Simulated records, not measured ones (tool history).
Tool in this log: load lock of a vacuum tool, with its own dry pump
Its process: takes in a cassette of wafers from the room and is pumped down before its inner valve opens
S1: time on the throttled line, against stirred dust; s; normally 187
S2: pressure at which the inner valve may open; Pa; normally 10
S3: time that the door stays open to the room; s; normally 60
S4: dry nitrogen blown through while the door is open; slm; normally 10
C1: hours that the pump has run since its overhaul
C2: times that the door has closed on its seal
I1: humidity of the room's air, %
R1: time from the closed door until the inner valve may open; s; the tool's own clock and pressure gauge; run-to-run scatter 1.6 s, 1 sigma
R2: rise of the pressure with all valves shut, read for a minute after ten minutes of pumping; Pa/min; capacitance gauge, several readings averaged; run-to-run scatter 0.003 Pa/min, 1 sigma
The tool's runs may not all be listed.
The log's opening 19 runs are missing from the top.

{"run": 20, "hour": 2920.6, "S1": 187, "S2": 10, "S3": 126, "S4": 6, "C1": 22139, "C2": 5804, "I1": 49.8, "R1": 279.5, "R2": 0.065}
{"run": 21, "hour": 3030.7, "S1": 187, "S2": 12, "S3": 126, "S4": 13, "C1": 22249, "C2": 6003, "I1": 43.4, "R1": 279.1, "R2": 0.043}
{"run": 22, "hour": 3205.2, "S1": 243, "S2": 10, "S3": 60, "S4": 17, "C1": 22423, "C2": 6320, "I1": 43.8, "R1": 327.4, "R2": 0.039}
{"run": 23, "hour": 3301.4, "S1": 187, "S2": 19, "S3": 60, "S4": 5, "C1": 22520, "C2": 6494, "I1": 46.2, "R1": 273.3, "R2": 0.05}
{"hour": 3357.6, "done": "dry pump taken out, an overhauled one fitted"}
{"run": 24, "hour": 3453.2, "S1": 187, "S2": 19, "S3": 28, "S4": 5, "C1": 96, "C2": 6759, "I1": 44.2, "R1": 255.8, "R2": 0.041}
{"run": 25, "hour": 3569.3, "S1": 149, "S2": 10, "S3": 56, "S4": 22, "C1": 212, "C2": 6969, "I1": 46.1, "R1": 224.5, "R2": 0.04}
{"run": 26, "hour": 3674.3, "S1": 242, "S2": 14, "S3": 121, "S4": 13, "C1": 317, "C2": 7160, "I1": 45.4, "R1": 306.6, "R2": 0.054}
{"run": 27, "hour": 3792.5, "S1": 242, "S2": 14, "S3": 121, "S4": 10, "C1": 435, "C2": 7374, "I1": 43.1, "R1": 308.3, "R2": 0.051}
{"run": 28, "hour": 3928.3, "S1": 242, "S2": 14, "S3": 121, "S4": 10, "C1": 571, "C2": 7620, "I1": 42.6, "R1": 307.3, "R2": 0.054}
{"run": 29, "hour": 4136.6, "S1": 145, "S2": 7, "S3": 35, "S4": 12, "C1": 779, "C2": 7998, "I1": 48.3, "R1": 227.6, "R2": 0.039}
{"run": 30, "hour": 4328.5, "S1": 145, "S2": 7, "S3": 35, "S4": 12, "C1": 971, "C2": 8346, "I1": 43.0, "R1": 228.2, "R2": 0.043}
{"run": 31, "hour": 4470.2, "S1": 145, "S2": 7, "S3": 35, "S4": 12, "C1": 1113, "C2": 8603, "I1": 43.6, "R1": 229.4, "R2": 0.032}
{"run": 32, "hour": 4566.7, "S1": 111, "S2": 9, "S3": 60, "S4": 10, "C1": 1209, "C2": 8778, "I1": 42.6, "R1": 195.3, "R2": 0.048}
{"run": 33, "hour": 4654.5, "S1": 111, "S2": 9, "S3": 60, "S4": 10, "C1": 1297, "C2": 8937, "I1": 49.2, "R1": 196.2, "R2": 0.051}
{"run": 34, "hour": 4794.5, "S1": 111, "S2": 11, "S3": 32, "S4": 18, "C1": 1437, "C2": 9191, "I1": 41.3, "R1": 191.3, "R2": 0.034}
{"run": 35, "hour": 4911.0, "S1": 111, "S2": 11, "S3": 32, "S4": 18, "C1": 1553, "C2": 9403, "I1": 45.5, "R1": 192.5, "R2": 0.031}
{"run": 36, "hour": 5035.3, "S1": 111, "S2": 11, "S3": 32, "S4": 18, "C1": 1678, "C2": 9628, "I1": 44.1, "R1": 192.3, "R2": 0.037}

Alternative continuations, all from the tool just after run 36; predict every row:
{"run": "A", "hour": 5208.4, "S1": 187, "S2": 12, "S3": 40, "S4": 23, "C1": 1851, "C2": 9942, "I1": 46.2, "R1": "?", "R2": "?"}
{"run": "B", "hour": 5208.4, "S1": 187, "S2": 10, "S3": 26, "S4": 10, "C1": 1851, "C2": 9942, "I1": 48.3, "R1": "?", "R2": "?"}
{"run": "C", "hour": 5208.4, "S1": 111, "S2": 8, "S3": 32, "S4": 38, "C1": 1851, "C2": 9942, "I1": 43.9, "R1": "?", "R2": "?"}
{"run": "D", "hour": 5208.4, "S1": 111, "S2": 9, "S3": 32, "S4": 6, "C1": 1851, "C2": 9942, "I1": 45.3, "R1": "?", "R2": "?"}
{"run": "E", "hour": 5208.4, "S1": 111, "S2": 11, "S3": 61, "S4": 18, "C1": 1851, "C2": 9942, "I1": 46.3, "R1": "?", "R2": "?"}

run=A R1=261.7 R2=0.039
run=B R1=261.9 R2=0.042
run=C R1=195.2 R2=0.028
run=D R1=196.3 R2=0.048
run=E R1=192.9 R2=0.051
With the hidden condition removed and each run's random variation left untouched, the same runs would have given:
run=A R1=261.0 R2=0.022
run=B R1=261.2 R2=0.025
run=C R1=194.4 R2=0.012
run=D R1=195.5 R2=0.032
run=E R1=192.1 R2=0.034
